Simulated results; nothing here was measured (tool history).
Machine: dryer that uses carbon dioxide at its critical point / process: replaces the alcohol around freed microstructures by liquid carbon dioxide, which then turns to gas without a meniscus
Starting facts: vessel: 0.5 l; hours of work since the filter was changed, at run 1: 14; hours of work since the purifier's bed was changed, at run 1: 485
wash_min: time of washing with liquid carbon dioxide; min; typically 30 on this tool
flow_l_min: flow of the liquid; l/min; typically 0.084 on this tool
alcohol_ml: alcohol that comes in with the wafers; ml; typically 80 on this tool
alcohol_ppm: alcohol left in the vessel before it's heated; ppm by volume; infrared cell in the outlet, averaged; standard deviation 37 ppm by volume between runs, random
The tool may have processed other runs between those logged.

run,hour,wash_min,flow_l_min,alcohol_ml,hours of work since the filter was changed,hours of work since the purifier's bed was changed,alcohol_ppm
1,0,30,0.084,80,14,485,2648
# hour 50.6: purifier's bed changed
2,56.3,30,0.084,80,45,3,2674
3,96.9,30,0.084,80,68,26,2755
4,144.4,30,0.084,80,95,53,2981
5,198.9,30,0.084,80,126,84,3169
6,235.6,30,0.084,80,147,105,3285
7,267.8,30,0.084,80,165,124,3361
8,296.2,30,0.0538,80,181,140,14081
9,350.1,30,0.084,80,212,170,3639
10,394,30,0.084,61,237,195,2935
11,426.8,30,0.084,61,255,214,3013
12,450.2,30,0.0898,80,269,227,3086
# hour 477.3: inlet filter changed
13,508.1,45,0.0992,80,18,260,147

For run 14, what comes out?
14,554,22,0.0591,92,44,286,?

alcohol_ppm: 22981 ppm by volume
If the tool had no hidden condition, the same run with the same run-to-run variation would have returned alcohol_ppm 22031 ppm by volume.
